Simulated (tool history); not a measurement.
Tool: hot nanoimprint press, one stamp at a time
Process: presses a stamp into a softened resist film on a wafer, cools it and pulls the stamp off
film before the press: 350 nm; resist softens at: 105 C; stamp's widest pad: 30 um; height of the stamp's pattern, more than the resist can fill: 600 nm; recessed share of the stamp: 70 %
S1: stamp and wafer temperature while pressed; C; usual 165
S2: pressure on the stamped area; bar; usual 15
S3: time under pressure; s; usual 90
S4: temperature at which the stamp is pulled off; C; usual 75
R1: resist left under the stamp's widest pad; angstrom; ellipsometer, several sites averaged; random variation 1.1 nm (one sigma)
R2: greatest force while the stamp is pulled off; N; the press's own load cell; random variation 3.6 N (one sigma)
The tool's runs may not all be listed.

run,hour,S1,S2,S3,S4,R1,R2
1,0,165,15,90,75,1549,172
2,8.2,165,15,90,75,1563,173
3,17.2,165,15,90,75,1558,174
4,25.3,165,15,90,75,1560,175
5,29.9,165,15,90,75,1567,172
# hour 38: stamp cleaned and given a new release coat
6,45.6,165,15,90,75,1549,172
7,50.4,165,15,90,75,1535,173
8,60.1,165,15,90,75,1564,172
9,65.9,165,15,85,75,1603,175
10,75.5,165,15,85,75,1586,177
11,83.8,173,15,85,75,985,171
12,88.7,153,15,90,75,2864,170
13,96.6,153,15,90,75,2848,174
14,103.2,153,15,90,75,2859,172
15,109.8,162,15,90,75,1846,177
16,116.9,162,15,90,75,1844,171
17,125.2,157,23.9,104,75,1943,174
18,132.7,164,15,91,71,1653,181
19,137.4,160,15,54,75,2412,175
20,142.6,164,18,69,63,1656,215
21,150.4,167,10,153,82,1411,156
22,158.3,167,10,153,82,1388,157
# hour 172.4: stamp cleaned and given a new release coat
23,174,167,10,153,82,1416,153
# hour 179.5: plate thermocouple calibrated
24,183.4,165,9.9,113,60,1750,206
25,190.8,165,9.9,113,60,1747,213
26,196.3,165,9.9,62,60,2108,205
27,200.8,160,22.4,49,60,2134,213
28,205.4,160,22.4,49,60,2107,212
29,214.8,170,9.9,116,67,1302,197
30,221.2,170,9.9,116,67,1291,193

4 ways to go on from here, each from the tool as it stands after run 30. What would each give?
A,230.5,170,11.4,116,67,?,?
B,230.5,164,9.9,69,82,?,?
C,230.5,170,9.9,116,65,?,?
D,230.5,173,19.2,90,66,?,?

run,R1,R2
A,1192,191
B,2161,155
C,1300,198
D,832,190
Without the tool's hidden state the same runs would have given:
run,R1,R2
A,1191,191
B,2160,155
C,1299,197
D,831,189
